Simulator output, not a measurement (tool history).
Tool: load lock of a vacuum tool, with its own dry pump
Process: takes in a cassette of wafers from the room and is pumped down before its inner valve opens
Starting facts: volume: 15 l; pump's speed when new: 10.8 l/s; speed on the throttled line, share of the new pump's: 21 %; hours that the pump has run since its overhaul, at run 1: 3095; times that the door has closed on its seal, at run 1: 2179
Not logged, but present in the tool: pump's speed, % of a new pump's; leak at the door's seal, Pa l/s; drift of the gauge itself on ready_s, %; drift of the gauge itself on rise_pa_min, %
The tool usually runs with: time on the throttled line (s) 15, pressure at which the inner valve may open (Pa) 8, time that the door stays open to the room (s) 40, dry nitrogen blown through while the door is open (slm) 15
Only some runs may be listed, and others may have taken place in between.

| run | day | time on the throttled line (s) | pressure at which the inner valve may open (Pa) | time that the door stays open to the room (s) | dry nitrogen blown through while the door is open (slm) | hours that the pump has run since its overhaul | times that the door has closed on its seal | incoming humidity of the room's air, % | time from the closed door until the inner valve may open (s) | rise of the pressure with all valves shut (Pa/min) |
|---|---|---|---|---|---|---|---|---|---|---|
| 1 | 0 | 15 | 8 | 40 | 15 | 3095 | 2179 | 44.7 | 25.5 | 0.072 |
| 2 | 7.329 | 15 | 8 | 40 | 15 | 3271 | 2445 | 41.6 | 25.5 | 0.079 |
| 3 | 15.879 | 15 | 8 | 40 | 15 | 3476 | 2755 | 46.3 | 25.7 | 0.082 |
| 4 | 23.512 | 15 | 8 | 40 | 15 | 3659 | 3031 | 43.6 | 25.7 | 0.081 |
| 5 | 28.279 | 15 | 8 | 40 | 12 | 3773 | 3204 | 44.6 | 25.7 | 0.09 |
| 6 | 33.65 | 15 | 8 | 40 | 12 | 3902 | 3399 | 42.9 | 25.6 | 0.082 |
| 7 | 42.812 | 15 | 8 | 40 | 12 | 4122 | 3731 | 48.9 | 25.7 | 0.092 |
| 8 | 51.262 | 15 | 8 | 40 | 15 | 4325 | 4037 | 49.5 | 26 | 0.094 |
| 9 | 58.171 | 15 | 8 | 40 | 33 | 4491 | 4287 | 45.4 | 25.9 | 0.079 |
| 10 | 63.879 | 15 | 8 | 40 | 33 | 4628 | 4494 | 42.9 | 25.7 | 0.072 |
| 11 | 70.888 | 15 | 8 | 40 | 33 | 4796 | 4748 | 43.8 | 25.5 | 0.081 |
| 12 | 80.771 | 15 | 8 | 36 | 9 | 5033 | 5107 | 48.3 | 25.7 | 0.114 |
| 13 | 88.754 | 25 | 8 | 65 | 9 | 5225 | 5396 | 42.9 | 33.4 | 0.124 |
| 14 | 99.512 | 21 | 14 | 200 | 4 | 5483 | 5786 | 39.9 | 29.8 | 0.199 |
| 15 | 105.508 | 25 | 14 | 125 | 9 | 5627 | 6003 | 46.3 | 32.5 | 0.168 |
| 16 | 115.171 | 25 | 9 | 125 | 23 | 5859 | 6353 | 43.4 | 33.4 | 0.137 |
| 17 | 120.621 | 17 | 8 | 77 | 15 | 5990 | 6551 | 43.9 | 27.6 | 0.13 |
| 18 | 130.908 | 17 | 8 | 77 | 15 | 6237 | 6924 | 41.7 | 27.3 | 0.129 |
| 19 | 140.308 | 17 | 14 | 75 | 15 | 6462 | 7264 | 45.5 | 26.3 | 0.144 |
| 20 | 148.429 | 15 | 8 | 40 | 36 | 6657 | 7559 | 48.4 | 25.7 | 0.107 |

How would selected steps in time from the closed door until the inner valve may open (s) from run to run divide? Give the signed amount a tool lacking its hidden state would still show from settings, what came in and random variation, and the signed amount left for the hidden state, including any gauge scatter that is not in both of the compared results.
Run 4 -> 5: dry nitrogen blown through while the door is open (slm) 15 -> 12. time from the closed door until the inner valve may open (s) +0: hidden state +0.1, all else -0.1.
Run 10 -> 11: settings left as they were, no log entry in between. time from the closed door until the inner valve may open (s) -0.2: hidden state +0.1, all else -0.3.
Run 12 -> 13: time on the throttled line (s) 15 -> 25, time that the door stays open to the room (s) 36 -> 65. time from the closed door until the inner valve may open (s) +7.7: hidden state -0.1, all else +7.8.
Run 16 -> 17: time on the throttled line (s) 25 -> 17, pressure at which the inner valve may open (Pa) 9 -> 8, time that the door stays open to the room (s) 125 -> 77, dry nitrogen blown through while the door is open (slm) 23 -> 15. time from the closed door until the inner valve may open (s) -5.8: hidden state +0, all else -5.8.
